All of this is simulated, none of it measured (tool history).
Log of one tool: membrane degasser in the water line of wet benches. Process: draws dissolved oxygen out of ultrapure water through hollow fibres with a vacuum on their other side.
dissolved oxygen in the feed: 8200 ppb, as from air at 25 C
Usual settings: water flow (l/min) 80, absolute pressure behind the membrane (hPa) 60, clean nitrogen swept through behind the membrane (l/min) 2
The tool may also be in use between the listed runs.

run	hour	water flow (l/min)	absolute pressure behind the membrane (hPa)	clean nitrogen swept through behind the membrane (l/min)	dissolved oxygen in the water behind the degasser (ppb)	pressure that the water loses in the fibres (hPa)
1	0	80	60	2	247.9	395.8
2	88.1	80	60	2	251.6	394.4
3	235.6	80	60	2	251.6	395.8
4	385.9	80	60	2	254.9	394.7
5	486.2	80	60	2	254.6	397.4
6	554.7	80	60	4.19	153.3	395.8
7	689.6	78	60	2	246.8	392.2
8	819	78	60	2	247.4	388.5
9	914	78	60	2	247.8	391.9
10	1060.2	80	60	4.42	148.6	402.7
11	1126.1	80	60	4.42	148.6	404
12	1195	80	60	4.42	145.9	399.8
13	1339.1	80	60	4.42	148.3	404
14	1476.1	80	60	4.42	145.1	405.8
# hour 1628.6: gauge calibrated
15	1628.6	80	60	4.42	146.1	393.8
16	1724.6	80	145.9	2	873	394.2

Run 17 comes next. What will it give?
17	1789.2	56	60	1.5	?	?

dissolved oxygen in the water behind the degasser (ppb): 220.2
pressure that the water loses in the fibres (hPa): 276.9
Without the tool's hidden state the same run would have given dissolved oxygen in the water behind the degasser (ppb) 220.1, pressure that the water loses in the fibres (hPa) 276.1.

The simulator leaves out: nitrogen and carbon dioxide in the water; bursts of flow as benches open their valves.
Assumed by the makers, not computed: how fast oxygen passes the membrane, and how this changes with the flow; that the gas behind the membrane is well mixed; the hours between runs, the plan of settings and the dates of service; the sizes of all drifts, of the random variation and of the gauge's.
